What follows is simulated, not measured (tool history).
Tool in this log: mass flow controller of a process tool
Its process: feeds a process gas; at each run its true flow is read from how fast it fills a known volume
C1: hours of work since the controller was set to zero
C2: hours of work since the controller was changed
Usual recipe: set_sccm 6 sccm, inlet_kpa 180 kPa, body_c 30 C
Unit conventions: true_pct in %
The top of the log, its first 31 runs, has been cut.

run 32 hour=7350 | set_sccm=18 inlet_kpa=244 body_c=35 | C1=1242 C2=5367 | true_pct=99.92
run 33 hour=7655.2 | set_sccm=8 inlet_kpa=191 body_c=25 | C1=1366 C2=5491 | true_pct=99.95
run 34 hour=7947.7 | set_sccm=8 inlet_kpa=191 body_c=25 | C1=1484 C2=5609 | true_pct=100.22
run 35 hour=8128.7 | set_sccm=13 inlet_kpa=180 body_c=34 | C1=1558 C2=5683 | true_pct=100.24
run 36 hour=8344.7 | set_sccm=6 inlet_kpa=191 body_c=22 | C1=1645 C2=5770 | true_pct=100.48
run 37 hour=8525.9 | set_sccm=6 inlet_kpa=191 body_c=22 | C1=1719 C2=5844 | true_pct=100.45
run 38 hour=8809.4 | set_sccm=6 inlet_kpa=180 body_c=32 | C1=1834 C2=5959 | true_pct=100.14
run 39 hour=8985.9 | set_sccm=6 inlet_kpa=180 body_c=27 | C1=1905 C2=6030 | true_pct=100.37
run 40 hour=9164.1 | set_sccm=12 inlet_kpa=229 body_c=20 | C1=1977 C2=6102 | true_pct=101.39
run 41 hour=9470.3 | set_sccm=4 inlet_kpa=249 body_c=33 | C1=2101 C2=6226 | true_pct=99.73
run 42 hour=9699.5 | set_sccm=4 inlet_kpa=249 body_c=33 | C1=2194 C2=6319 | true_pct=99.74
run 43 hour=9984.8 | set_sccm=9 inlet_kpa=185 body_c=32 | C1=2310 C2=6435 | true_pct=101.02

Expected results for the next run?
run 44 hour=10267.8 | set_sccm=3 inlet_kpa=260 body_c=26 | C1=2425 C2=6550 | true_pct=?

{"run 44": {"true_pct": 100.38}}
If the tool had no hidden condition, the same run with the same run-to-run variation would have returned true_pct 97.87 %.
